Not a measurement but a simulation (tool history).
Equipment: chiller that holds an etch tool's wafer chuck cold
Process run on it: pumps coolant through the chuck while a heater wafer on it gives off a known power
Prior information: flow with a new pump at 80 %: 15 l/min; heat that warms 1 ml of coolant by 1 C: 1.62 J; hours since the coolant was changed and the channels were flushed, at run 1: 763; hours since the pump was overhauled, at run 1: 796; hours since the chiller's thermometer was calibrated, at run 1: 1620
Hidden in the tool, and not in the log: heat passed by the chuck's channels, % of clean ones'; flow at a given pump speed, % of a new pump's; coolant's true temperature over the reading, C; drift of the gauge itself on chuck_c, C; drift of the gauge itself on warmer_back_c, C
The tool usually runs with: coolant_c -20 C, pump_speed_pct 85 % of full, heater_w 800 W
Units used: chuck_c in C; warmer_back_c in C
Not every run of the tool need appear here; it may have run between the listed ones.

run,day,coolant_c,pump_speed_pct,heater_w,hours since the coolant was changed and the channels were flushed,hours since the pump was overhauled,hours since the chiller's thermometer was calibrated,chuck_c,warmer_back_c
1,0.000,-20,85,800,763,796,1620,-10.58,1.865
2,0.846,-20,85,800,784,816,1641,-10.49,1.851
3,2.158,-20,85,800,815,848,1672,-10.50,1.852
4,3.467,-20,85,1194,847,879,1703,-5.93,2.777
5,4.575,-20,85,800,873,906,1730,-10.54,1.854
6,5.329,-20,85,508,891,924,1748,-13.86,1.195
7,6.017,-20,85,487,908,941,1765,-14.15,1.128
8,6.950,-28,85,800,930,963,1787,-18.48,1.853
9,7.925,-20,85,767,954,986,1810,-10.86,1.778
10,8.625,-20,85,767,970,1003,1827,-10.78,1.771
11,9.242,-20,85,545,985,1018,1842,-13.49,1.252
12,10.242,-20,85,800,1009,1042,1866,-10.48,1.846
13,10.800,-20,85,800,1023,1055,1879,-10.38,1.866
14,11.688,-20,87,800,1044,1077,1901,-10.56,1.803
15,12.250,-20,87,800,1057,1090,1914,-10.56,1.815
16,12.896,-17,87,800,1073,1106,1930,-7.59,1.819
17,13.962,-22,61,1001,1098,1131,1955,-7.70,3.224
18,14.958,-21,85,800,1122,1155,1979,-11.40,1.852
19,15.754,-21,85,800,1142,1174,1998,-11.46,1.868
20,16.921,-20,88,800,1169,1202,2026,-10.49,1.790
21,18.096,-18,61,404,1198,1230,2055,-12.09,1.304
22,18.746,-18,61,404,1213,1246,2070,-11.97,1.302
23,19.354,-18,61,404,1228,1261,2085,-12.02,1.307
24,20.121,-18,61,404,1246,1279,2103,-12.01,1.299
25,20.754,-20,84,800,1261,1294,2118,-10.29,1.898

Each row is a separate what-if for the run after 25, all from the same tool condition, not one after another. Results?
A,21.908,-12,84,1060,1289,1322,2146,?,?
B,21.908,-22,81,990,1289,1322,2146,?,?
C,21.908,-20,81,800,1289,1322,2146,?,?
D,21.908,-20,93,1000,1289,1322,2146,?,?
E,21.908,-23,87,972,1289,1322,2146,?,?

run,chuck_c,warmer_back_c
A,0.83,2.508
B,-9.78,2.434
C,-10.06,1.965
D,-8.65,2.144
E,-11.44,2.223
Without the tool's unlogged condition, the same runs would have read:
run,chuck_c,warmer_back_c
A,0.27,2.498
B,-10.32,2.424
C,-10.53,1.957
D,-9.16,2.135
E,-11.96,2.213

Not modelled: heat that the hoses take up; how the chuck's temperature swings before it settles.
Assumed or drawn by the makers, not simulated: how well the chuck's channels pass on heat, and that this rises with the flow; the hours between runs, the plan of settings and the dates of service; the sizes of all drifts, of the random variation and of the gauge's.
